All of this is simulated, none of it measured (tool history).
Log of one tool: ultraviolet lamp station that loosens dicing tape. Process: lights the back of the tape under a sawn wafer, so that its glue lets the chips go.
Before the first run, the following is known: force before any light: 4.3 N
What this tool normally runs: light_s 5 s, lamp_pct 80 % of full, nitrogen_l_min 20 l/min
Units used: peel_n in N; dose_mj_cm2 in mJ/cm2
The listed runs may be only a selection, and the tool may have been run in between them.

Run 1, hour 0: usual settings. Result: peel_n 0.47 N, dose_mj_cm2 503 mJ/cm2.
Run 2, hour 59.7: usual settings. Result: peel_n 0.488 N, dose_mj_cm2 487 mJ/cm2.
Run 3, hour 98.1: usual settings. Result: peel_n 0.495 N, dose_mj_cm2 488 mJ/cm2.
Run 4, hour 140.4: usual settings. Result: peel_n 0.511 N, dose_mj_cm2 480 mJ/cm2.
Run 5, hour 173.8: usual settings but lamp_pct 68 % of full. Result: peel_n 0.659 N, dose_mj_cm2 405 mJ/cm2.
Run 6, hour 232.3: usual settings but light_s 10 s. Result: peel_n 0.253 N, dose_mj_cm2 924 mJ/cm2.
Run 7, hour 310.8: usual settings but light_s 10 s. Result: peel_n 0.263 N, dose_mj_cm2 904 mJ/cm2.
Run 8, hour 374.3: usual settings but light_s 10 s. Result: peel_n 0.261 N, dose_mj_cm2 880 mJ/cm2.
Run 9, hour 438.4: usual settings but light_s 10 s. Result: peel_n 0.257 N, dose_mj_cm2 861 mJ/cm2.
Run 10, hour 480.8: usual settings but light_s 10 s. Result: peel_n 0.265 N, dose_mj_cm2 862 mJ/cm2.
Run 11, hour 546.5: usual settings but lamp_pct 63 % of full. Result: peel_n 0.877 N, dose_mj_cm2 328 mJ/cm2.
Run 12, hour 619.9: usual settings but lamp_pct 63 % of full. Result: peel_n 0.888 N, dose_mj_cm2 316 mJ/cm2.
At hour 650.5: window cleaned of glue's vapour.
Run 13, hour 675.3: usual settings but lamp_pct 63 % of full. Result: peel_n 0.997 N, dose_mj_cm2 290 mJ/cm2.
Run 14, hour 721.5: usual settings but lamp_pct 63 % of full. Result: peel_n 1.029 N, dose_mj_cm2 287 mJ/cm2.
Run 15, hour 755.7: usual settings but lamp_pct 63 % of full. Result: peel_n 1.064 N, dose_mj_cm2 287 mJ/cm2.
Run 16, hour 814.7: usual settings. Result: peel_n 0.799 N, dose_mj_cm2 357 mJ/cm2.
At hour 847.2: window cleaned of glue's vapour, once more.
Run 17, hour 848.6: usual settings. Result: peel_n 0.518 N, dose_mj_cm2 472 mJ/cm2.
Run 18, hour 902.5: usual settings. Result: peel_n 0.524 N, dose_mj_cm2 466 mJ/cm2.
Run 19, hour 979: usual settings but lamp_pct 89 % of full. Result: peel_n 0.46 N, dose_mj_cm2 514 mJ/cm2.
Run 20, hour 1053.8: usual settings but lamp_pct 89 % of full. Result: peel_n 0.5 N, dose_mj_cm2 496 mJ/cm2.
Run 21, hour 1089: usual settings but lamp_pct 75 % of full. Result: peel_n 0.644 N, dose_mj_cm2 412 mJ/cm2.
Run 22, hour 1145.1: usual settings but lamp_pct 75 % of full. Result: peel_n 0.659 N, dose_mj_cm2 407 mJ/cm2.
Run 23, hour 1207.4: usual settings but lamp_pct 75 % of full. Result: peel_n 0.676 N, dose_mj_cm2 395 mJ/cm2.
Run 24, hour 1264.2: usual settings but lamp_pct 75 % of full. Result: peel_n 0.711 N, dose_mj_cm2 390 mJ/cm2.
Run 25, hour 1330.5: usual settings but lamp_pct 75 % of full, nitrogen_l_min 8 l/min. Result: peel_n 1.015 N, dose_mj_cm2 380 mJ/cm2.
Run 26, hour 1392.6: usual settings but light_s 9 s, lamp_pct 81 % of full, nitrogen_l_min 8 l/min. Result: peel_n 0.415 N, dose_mj_cm2 710 mJ/cm2.
Run 27, hour 1426.4: usual settings but light_s 9 s, lamp_pct 81 % of full, nitrogen_l_min 8 l/min. Result: peel_n 0.422 N, dose_mj_cm2 709 mJ/cm2.
Run 28, hour 1470.3: usual settings but light_s 8 s, lamp_pct 98 % of full, nitrogen_l_min 37 l/min. Result: peel_n 0.275 N, dose_mj_cm2 751 mJ/cm2.
Run 29, hour 1522.4: usual settings but lamp_pct 98 % of full. Result: peel_n 0.548 N, dose_mj_cm2 461 mJ/cm2.
Run 30, hour 1556.6: usual settings but lamp_pct 97 % of full, nitrogen_l_min 7 l/min. Result: peel_n 0.885 N, dose_mj_cm2 448 mJ/cm2.
Run 31, hour 1613.4: usual settings but lamp_pct 97 % of full, nitrogen_l_min 7 l/min. Result: peel_n 0.866 N, dose_mj_cm2 442 mJ/cm2.
Run 32, hour 1657.3: usual settings but lamp_pct 97 % of full, nitrogen_l_min 7 l/min. Result: peel_n 0.913 N, dose_mj_cm2 436 mJ/cm2.
At hour 1697.8: window cleaned of glue's vapour.
Run 33, hour 1717.1: usual settings but light_s 7 s, lamp_pct 97 % of full, nitrogen_l_min 10 l/min. Result: peel_n 0.38 N, dose_mj_cm2 715 mJ/cm2.
Run 34, hour 1782.9: usual settings but light_s 3 s, nitrogen_l_min 27 l/min. Result: peel_n 1.142 N, dose_mj_cm2 248 mJ/cm2.
Run 35, hour 1849.6: usual settings but nitrogen_l_min 23 l/min. Result: peel_n 0.607 N, dose_mj_cm2 408 mJ/cm2.
Run 36, hour 1889.2: usual settings but nitrogen_l_min 23 l/min. Result: peel_n 0.628 N, dose_mj_cm2 402 mJ/cm2.
Run 37, hour 1962.5: usual settings but light_s 3 s, nitrogen_l_min 12 l/min. Result: peel_n 1.595 N, dose_mj_cm2 233 mJ/cm2.
Run 38, hour 2005.6: usual settings but light_s 6 s, nitrogen_l_min 12 l/min. Result: peel_n 0.661 N, dose_mj_cm2 458 mJ/cm2.
Run 39, hour 2073: usual settings but light_s 6 s, lamp_pct 69 % of full, nitrogen_l_min 10 l/min. Result: peel_n 0.915 N, dose_mj_cm2 385 mJ/cm2.
Run 40, hour 2132.8: usual settings but nitrogen_l_min 27 l/min. Result: peel_n 0.661 N, dose_mj_cm2 364 mJ/cm2.
Run 41, hour 2168.9: usual settings but nitrogen_l_min 27 l/min. Result: peel_n 0.713 N, dose_mj_cm2 361 mJ/cm2.
At hour 2181.6: lamp changed.
Run 42, hour 2215.7: usual settings but light_s 2 s, lamp_pct 88 % of full, nitrogen_l_min 7 l/min. Result: peel_n 1.897 N, dose_mj_cm2 211 mJ/cm2.

Below, some changes in peel_n between adjacent runs. For each, the amount present without the hidden state too (settings, incoming material, random variation) and the amount remaining for the hidden state with gauge scatter not shared by both compared results:
Hidden state present: lamp's light, % of a new lamp's; light that the window lets through, % of a clean one's; drift of the gauge itself on peel_n, %; drift of the gauge itself on dose_mj_cm2, %.
Run 16 -> 17: window cleaned of glue's vapour, once more. peel_n -0.281 N: hidden state -0.277, all else -0.004.
Run 32 -> 33: light_s 5 -> 7, nitrogen_l_min 7 -> 10, window cleaned of glue's vapour. peel_n -0.533 N: hidden state -0.325, all else -0.208.
Run 36 -> 37: light_s 5 -> 3, nitrogen_l_min 23 -> 12. peel_n +0.967 N: hidden state +0.28, all else +0.687.
Run 37 -> 38: light_s 3 -> 6. peel_n -0.934 N: hidden state -0.24, all else -0.694.
Run 41 -> 42: light_s 5 -> 2, lamp_pct 80 -> 88, nitrogen_l_min 27 -> 7, lamp changed. peel_n +1.184 N: hidden state -0.137, all else +1.321.
